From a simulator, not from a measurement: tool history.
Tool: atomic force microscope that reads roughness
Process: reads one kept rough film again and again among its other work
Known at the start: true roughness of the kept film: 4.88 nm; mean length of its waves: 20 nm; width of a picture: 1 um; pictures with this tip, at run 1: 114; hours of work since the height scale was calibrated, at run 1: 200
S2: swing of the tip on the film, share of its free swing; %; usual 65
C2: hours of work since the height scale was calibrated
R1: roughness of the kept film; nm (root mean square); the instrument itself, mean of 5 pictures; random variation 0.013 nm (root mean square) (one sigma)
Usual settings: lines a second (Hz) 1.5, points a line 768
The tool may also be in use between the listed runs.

{"run": 1, "hour": 0.0, "lines a second (Hz)": 1.5, "S2": 65, "points a line": 768, "pictures with this tip": 114, "C2": 200, "R1": 3.046}
{"run": 2, "hour": 12.1, "lines a second (Hz)": 1.5, "S2": 65, "points a line": 768, "pictures with this tip": 138, "C2": 209, "R1": 3.062}
{"run": 3, "hour": 24.9, "lines a second (Hz)": 1.5, "S2": 65, "points a line": 768, "pictures with this tip": 163, "C2": 218, "R1": 3.06}
{"run": 4, "hour": 35.3, "lines a second (Hz)": 1.5, "S2": 65, "points a line": 768, "pictures with this tip": 183, "C2": 225, "R1": 3.032}
{"hour": 38.3, "done": "new tip fitted"}
{"run": 5, "hour": 44.7, "lines a second (Hz)": 1.5, "S2": 65, "points a line": 768, "pictures with this tip": 12, "C2": 232, "R1": 3.058}
{"run": 6, "hour": 54.0, "lines a second (Hz)": 1.5, "S2": 65, "points a line": 768, "pictures with this tip": 30, "C2": 238, "R1": 3.048}
{"run": 7, "hour": 65.3, "lines a second (Hz)": 1.91, "S2": 65, "points a line": 768, "pictures with this tip": 52, "C2": 246, "R1": 2.998}
{"run": 8, "hour": 72.9, "lines a second (Hz)": 1.91, "S2": 65, "points a line": 768, "pictures with this tip": 67, "C2": 252, "R1": 2.999}
{"run": 9, "hour": 81.0, "lines a second (Hz)": 1.91, "S2": 65, "points a line": 768, "pictures with this tip": 83, "C2": 257, "R1": 2.995}
{"run": 10, "hour": 88.8, "lines a second (Hz)": 1.91, "S2": 65, "points a line": 768, "pictures with this tip": 98, "C2": 263, "R1": 3.009}
{"run": 11, "hour": 96.6, "lines a second (Hz)": 2.63, "S2": 65, "points a line": 768, "pictures with this tip": 113, "C2": 269, "R1": 2.911}
{"run": 12, "hour": 109.2, "lines a second (Hz)": 1.5, "S2": 65, "points a line": 768, "pictures with this tip": 137, "C2": 278, "R1": 3.078}
{"run": 13, "hour": 118.8, "lines a second (Hz)": 1.5, "S2": 65, "points a line": 768, "pictures with this tip": 156, "C2": 284, "R1": 3.03}
{"run": 14, "hour": 131.4, "lines a second (Hz)": 0.93, "S2": 57, "points a line": 768, "pictures with this tip": 181, "C2": 293, "R1": 3.157}
{"hour": 136.5, "done": "new tip fitted"}
{"run": 15, "hour": 137.7, "lines a second (Hz)": 0.93, "S2": 57, "points a line": 768, "pictures with this tip": 2, "C2": 298, "R1": 3.223}
{"run": 16, "hour": 151.9, "lines a second (Hz)": 1.67, "S2": 65, "points a line": 574, "pictures with this tip": 29, "C2": 308, "R1": 3.029}
{"run": 17, "hour": 163.1, "lines a second (Hz)": 1.5, "S2": 70, "points a line": 290, "pictures with this tip": 51, "C2": 316, "R1": 2.897}
{"run": 18, "hour": 175.2, "lines a second (Hz)": 1.5, "S2": 70, "points a line": 290, "pictures with this tip": 75, "C2": 324, "R1": 2.916}
{"run": 19, "hour": 187.6, "lines a second (Hz)": 1.5, "S2": 84, "points a line": 768, "pictures with this tip": 99, "C2": 333, "R1": 2.727}
{"run": 20, "hour": 195.6, "lines a second (Hz)": 1.35, "S2": 60, "points a line": 678, "pictures with this tip": 114, "C2": 339, "R1": 3.121}
{"run": 21, "hour": 203.8, "lines a second (Hz)": 0.59, "S2": 70, "points a line": 678, "pictures with this tip": 130, "C2": 345, "R1": 3.155}
{"run": 22, "hour": 212.6, "lines a second (Hz)": 1.57, "S2": 83, "points a line": 546, "pictures with this tip": 147, "C2": 351, "R1": 2.695}
{"run": 23, "hour": 223.5, "lines a second (Hz)": 0.68, "S2": 69, "points a line": 449, "pictures with this tip": 168, "C2": 359, "R1": 3.109}
{"run": 24, "hour": 232.2, "lines a second (Hz)": 1.49, "S2": 67, "points a line": 662, "pictures with this tip": 185, "C2": 365, "R1": 3}
{"hour": 234.3, "done": "new tip fitted"}
{"run": 25, "hour": 239.0, "lines a second (Hz)": 3.48, "S2": 65, "points a line": 435, "pictures with this tip": 10, "C2": 369, "R1": 2.749}
{"run": 26, "hour": 250.9, "lines a second (Hz)": 0.87, "S2": 65, "points a line": 511, "pictures with this tip": 33, "C2": 378, "R1": 3.124}

Forecast each of these 3 alternatives for the next run:
{"run": "A", "hour": 261.5, "lines a second (Hz)": 0.63, "S2": 65, "points a line": 352, "pictures with this tip": 53, "C2": 385, "R1": "?"}
{"run": "B", "hour": 261.5, "lines a second (Hz)": 2.17, "S2": 59, "points a line": 1016, "pictures with this tip": 53, "C2": 385, "R1": "?"}
{"run": "C", "hour": 261.5, "lines a second (Hz)": 1.25, "S2": 65, "points a line": 511, "pictures with this tip": 53, "C2": 385, "R1": "?"}

run=A R1=3.14
run=B R1=3.076
run=C R1=3.098
Without the tool's hidden state the same runs would have given:
run=A R1=3.145
run=B R1=3.081
run=C R1=3.103
